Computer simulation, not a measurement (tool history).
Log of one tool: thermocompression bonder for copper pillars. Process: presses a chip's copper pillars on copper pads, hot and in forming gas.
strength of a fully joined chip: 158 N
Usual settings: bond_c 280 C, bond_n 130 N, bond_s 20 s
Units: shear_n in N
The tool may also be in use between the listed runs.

run 1 hour=0.0 | bond_c=280 bond_n=130 bond_s=20 | shear_n=61.5
run 2 hour=13.2 | bond_c=256 bond_n=130 bond_s=20 | shear_n=48.0
run 3 hour=20.7 | bond_c=256 bond_n=130 bond_s=20 | shear_n=47.9
run 4 hour=29.3 | bond_c=280 bond_n=100 bond_s=20 | shear_n=46.8
run 5 hour=40.9 | bond_c=280 bond_n=100 bond_s=20 | shear_n=47.1
run 6 hour=52.4 | bond_c=280 bond_n=100 bond_s=20 | shear_n=47.0
run 7 hour=59.2 | bond_c=280 bond_n=100 bond_s=20 | shear_n=46.5
run 8 hour=68.7 | bond_c=280 bond_n=100 bond_s=20 | shear_n=46.0
run 9 hour=75.2 | bond_c=280 bond_n=100 bond_s=20 | shear_n=46.2
run 10 hour=82.5 | bond_c=280 bond_n=100 bond_s=20 | shear_n=46.8
run 11 hour=91.8 | bond_c=280 bond_n=157 bond_s=56 | shear_n=103.2
-- hour=94.4 force cell calibrated
run 12 hour=102.9 | bond_c=280 bond_n=157 bond_s=56 | shear_n=103.5
run 13 hour=116.4 | bond_c=305 bond_n=183 bond_s=14 | shear_n=92.2
run 14 hour=128.4 | bond_c=280 bond_n=94 bond_s=13 | shear_n=36.1

Forecast run 15:
run 15 hour=139.4 | bond_c=280 bond_n=176 bond_s=49 | shear_n=?

Run 15 gave shear_n 107.1 N.
Without the tool's hidden state the same run would have given shear_n 109.4 N.
